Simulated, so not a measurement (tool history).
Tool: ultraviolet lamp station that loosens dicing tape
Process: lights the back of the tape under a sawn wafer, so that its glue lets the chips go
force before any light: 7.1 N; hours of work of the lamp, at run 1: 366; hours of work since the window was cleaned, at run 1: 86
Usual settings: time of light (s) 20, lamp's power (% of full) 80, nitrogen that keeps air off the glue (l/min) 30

run   hour  time of light (s)  lamp's power (% of full)  nitrogen that keeps air off the glue (l/min)  hours of work of the lamp  hours of work since the window was cleaned  force that peels the tape off (N)  light that reached the tape (mJ/cm²)
  1    0.0                 20                        80                                            30                        366                                          86                              0.694                                   371
  2   20.1                 20                        80                                            30                        376                                          96                              0.693                                   371
  3   34.1                 20                        80                                            30                        383                                         103                              0.699                                   372
  4   47.8                 12                        80                                            30                        389                                         109                              1.679                                   223
  5   57.1                 12                        80                                            30                        394                                         114                              1.575                                   222
  6   67.1                 20                        80                                            30                        399                                         119                              0.761                                   371
  7   86.4                 20                        80                                            30                        408                                         128                              0.713                                   372
  8  100.8                 20                        80                                            30                        415                                         135                              0.701                                   372
  9  119.5                 20                        80                                            30                        424                                         144                              0.673                                   371
 10  133.1                 20                        80                                            22                        430                                         150                              0.882                                   370
 11  149.0                 37                        80                                            22                        438                                         158                              0.313                                   690
 12  166.3                 37                        80                                            22                        446                                         166                              0.329                                   683
 13  176.3                 37                        80                                            22                        451                                         171                              0.311                                   690
 14  193.8                 20                        68                                            30                        460                                         180                              0.940                                   319
 15  205.6                 20                        68                                            30                        465                                         185                              0.965                                   310
 16  216.6                 20                        68                                            31                        471                                         191                              0.926                                   321
 17  229.7                 20                        67                                            30                        477                                         197                              1.013                                   311
 18  242.5                 26                        81                                            30                        483                                         203                              0.422                                   490
 19  253.6                 11                        80                                            30                        488                                         208                              1.897                                   203
 20  274.1                 11                        80                                            30                        498                                         218                              1.868                                   205
 21  287.8                 11                        80                                            30                        505                                         225                              1.834                                   202
 22  296.6                 11                        80                                            30                        509                                         229                              1.774                                   210
 23  306.4                 11                        80                                            30                        514                                         234                              1.806                                   206
 24  315.5                 11                        80                                            30                        518                                         238                              1.754                                   203
     332.5  -- window cleaned of glue's vapour
 25  332.9                 11                        64                                            13                        526                                           0                              3.076                                   162
 26  350.3                 16                        68                                            35                        535                                           9                              1.263                                   252
 27  368.1                 19                        61                                            12                        543                                          17                              1.994                                   270
 28  379.9                 11                        92                                            21                        549                                          23                              1.757                                   237
 29  398.4                 35                        92                                            25                        558                                          32                              0.287                                   751

Hidden state at the last listed run before each entry between runs and at the first one after, where it differs:
Between runs 24 and 25: window cleaned of glue's vapour (hour 332.5)
  light that the window lets through, % of a clean one's: 99.9 -> 100

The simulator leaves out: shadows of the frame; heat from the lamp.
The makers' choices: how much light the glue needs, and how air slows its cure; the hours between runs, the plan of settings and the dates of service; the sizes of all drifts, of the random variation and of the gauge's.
